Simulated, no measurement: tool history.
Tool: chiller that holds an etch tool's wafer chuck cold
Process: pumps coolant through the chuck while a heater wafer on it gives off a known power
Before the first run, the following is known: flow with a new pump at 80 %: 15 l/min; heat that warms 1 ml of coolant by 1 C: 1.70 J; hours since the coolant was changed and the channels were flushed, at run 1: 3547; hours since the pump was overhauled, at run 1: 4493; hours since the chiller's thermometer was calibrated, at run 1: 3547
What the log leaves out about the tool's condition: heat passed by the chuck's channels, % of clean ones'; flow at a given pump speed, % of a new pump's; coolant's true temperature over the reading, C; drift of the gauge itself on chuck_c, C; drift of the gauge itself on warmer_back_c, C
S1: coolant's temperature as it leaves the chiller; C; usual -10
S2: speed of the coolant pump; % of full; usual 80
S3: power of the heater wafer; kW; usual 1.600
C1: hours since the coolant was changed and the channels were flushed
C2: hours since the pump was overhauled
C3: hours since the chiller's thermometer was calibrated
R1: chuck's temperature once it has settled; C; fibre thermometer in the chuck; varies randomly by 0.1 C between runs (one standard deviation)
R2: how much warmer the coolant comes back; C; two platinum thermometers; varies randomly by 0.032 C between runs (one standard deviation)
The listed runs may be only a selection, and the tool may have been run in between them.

run,day,S1,S2,S3,C1,C2,C3,R1,R2
1,0.000,-10,80,1.600,3547,4493,3547,7.2,4.14
2,2.867,-10,80,1.600,3616,4562,3616,7.1,4.08
3,6.900,-10,80,1.600,3712,4659,3712,7.0,4.10
4,13.075,-10,80,1.600,3861,4807,3861,7.1,4.13
5,19.338,-10,80,1.600,4011,4957,4011,7.3,4.12
6,22.233,-10,80,1.600,4080,5027,4080,7.4,4.14
# day 22.712: chiller's thermometer calibrated
7,27.521,-10,80,1.600,4206,5153,115,7.3,4.13
8,30.462,-19,80,1.600,4277,5223,186,-2.0,4.18
9,33.850,-19,80,1.600,4358,5305,267,-1.9,4.15
10,39.717,-19,80,1.600,4499,5446,408,-1.6,4.16
11,43.929,-19,80,1.600,4600,5547,509,-1.7,4.13
# day 47.038: chiller's thermometer calibrated, once more
12,48.096,-10,80,1.600,4699,5646,25,8.3,4.18
13,52.325,-10,80,1.600,4801,5747,127,8.3,4.17
14,57.708,-16,85,0.905,4930,5876,256,-6.2,2.26
15,64.025,-3,85,0.871,5082,6028,408,6.5,2.18
16,67.971,-3,85,0.871,5176,6123,502,6.7,2.21
17,72.225,-3,85,0.871,5278,6225,605,6.4,2.10
18,75.800,-3,85,0.871,5364,6311,690,6.7,2.13
19,79.517,-3,85,0.871,5453,6400,780,6.6,2.13
20,83.950,-3,85,0.871,5560,6506,886,6.5,2.19
21,87.312,-3,82,0.871,5640,6587,967,6.8,2.22
22,90.542,-10,98,2.134,5718,6664,1044,10.8,4.55
23,96.038,-8,98,2.134,5850,6796,1176,13.0,4.52

Predict each of these 4 candidate next runs independently; none follows another, all start after run 23:
A,99.283,-8,98,1.047,5928,6874,1254,?,?
B,99.283,-8,98,2.115,5928,6874,1254,?,?
C,99.283,-8,80,2.393,5928,6874,1254,?,?
D,99.283,-18,86,1.367,5928,6874,1254,?,?

run,R1,R2
A,2.2,2.24
B,13.0,4.55
C,20.4,6.46
D,-3.0,3.37
Stripped of hidden state, with their random variation kept, the same runs would have yielded:
run,R1,R2
A,0.1,1.98
B,8.6,4.01
C,14.5,5.70
D,-6.1,2.97
